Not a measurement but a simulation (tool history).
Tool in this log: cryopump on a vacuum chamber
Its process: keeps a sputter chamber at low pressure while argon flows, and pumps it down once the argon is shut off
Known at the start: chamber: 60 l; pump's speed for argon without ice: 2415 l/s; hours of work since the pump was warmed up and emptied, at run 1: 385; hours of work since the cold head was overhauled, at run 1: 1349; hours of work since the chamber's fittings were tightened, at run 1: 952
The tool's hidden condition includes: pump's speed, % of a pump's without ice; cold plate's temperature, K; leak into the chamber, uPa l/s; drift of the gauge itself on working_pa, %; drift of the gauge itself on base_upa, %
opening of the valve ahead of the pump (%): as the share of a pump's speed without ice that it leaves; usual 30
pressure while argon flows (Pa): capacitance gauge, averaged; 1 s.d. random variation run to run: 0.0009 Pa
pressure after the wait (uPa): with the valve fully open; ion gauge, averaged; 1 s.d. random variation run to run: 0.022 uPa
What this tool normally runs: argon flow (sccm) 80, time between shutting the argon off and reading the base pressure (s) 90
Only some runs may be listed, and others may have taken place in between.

run	hour	argon flow (sccm)	time between shutting the argon off and reading the base pressure (s)	opening of the valve ahead of the pump (%)	hours of work since the pump was warmed up and emptied	hours of work since the cold head was overhauled	hours of work since the chamber's fittings were tightened	pressure while argon flows (Pa)	pressure after the wait (uPa)
1	0	80	90	30	385	1349	952	0.1936	0.98
2	55.4	80	90	30	422	1386	989	0.1952	0.97
3	79.2	80	90	30	438	1402	1005	0.1952	0.93
4	114.4	80	90	30	461	1426	1028	0.1945	0.99
5	169.1	80	90	30	498	1462	1065	0.1945	1.03
6	209.4	80	90	30	525	1489	1092	0.1969	1.04
7	259.9	80	90	30	559	1523	1126	0.1971	1.03
8	298.1	80	90	30	584	1549	1152	0.2	1.07
9	324.5	80	90	30	602	1566	1169	0.1986	1.08
10	361.4	41	55	53	627	1591	1194	0.0596	1.35
11	387.4	41	55	53	644	1608	1211	0.06	1.36
12	442.2	43	68	30	681	1645	1248	0.1068	1.24
13	487.6	43	41	30	711	1676	1278	0.1076	1.76
14	540.8	110	255	30	747	1711	1314	0.2783	0.79
15	576.5	110	255	30	771	1735	1338	0.2794	0.78
16	620.2	155	26	36	800	1764	1367	0.3323	2.44
# hour 651.4: leaking fittings of the chamber tightened, without venting
17	670.8	155	26	36	833	1797	13	0.3388	1.95
18	712.8	155	26	36	861	1825	41	0.3366	1.97

What if the next run were any one of these 3? Each begins from the tool's condition after run 18:
A	738.6	155	20	25	878	1842	58	?	?
B	738.6	155	26	50	878	1842	58	?	?
C	738.6	50	31	16	878	1842	58	?	?

run	pressure while argon flows (Pa)	pressure after the wait (uPa)
A	0.4754	2.53
B	0.2556	1.99
C	0.2292	1.75
The same runs, with their run-to-run variation unchanged, on a tool lacking any hidden condition would have given:
run	pressure while argon flows (Pa)	pressure after the wait (uPa)
A	0.4382	2.45
B	0.2186	1.91
C	0.2174	1.66
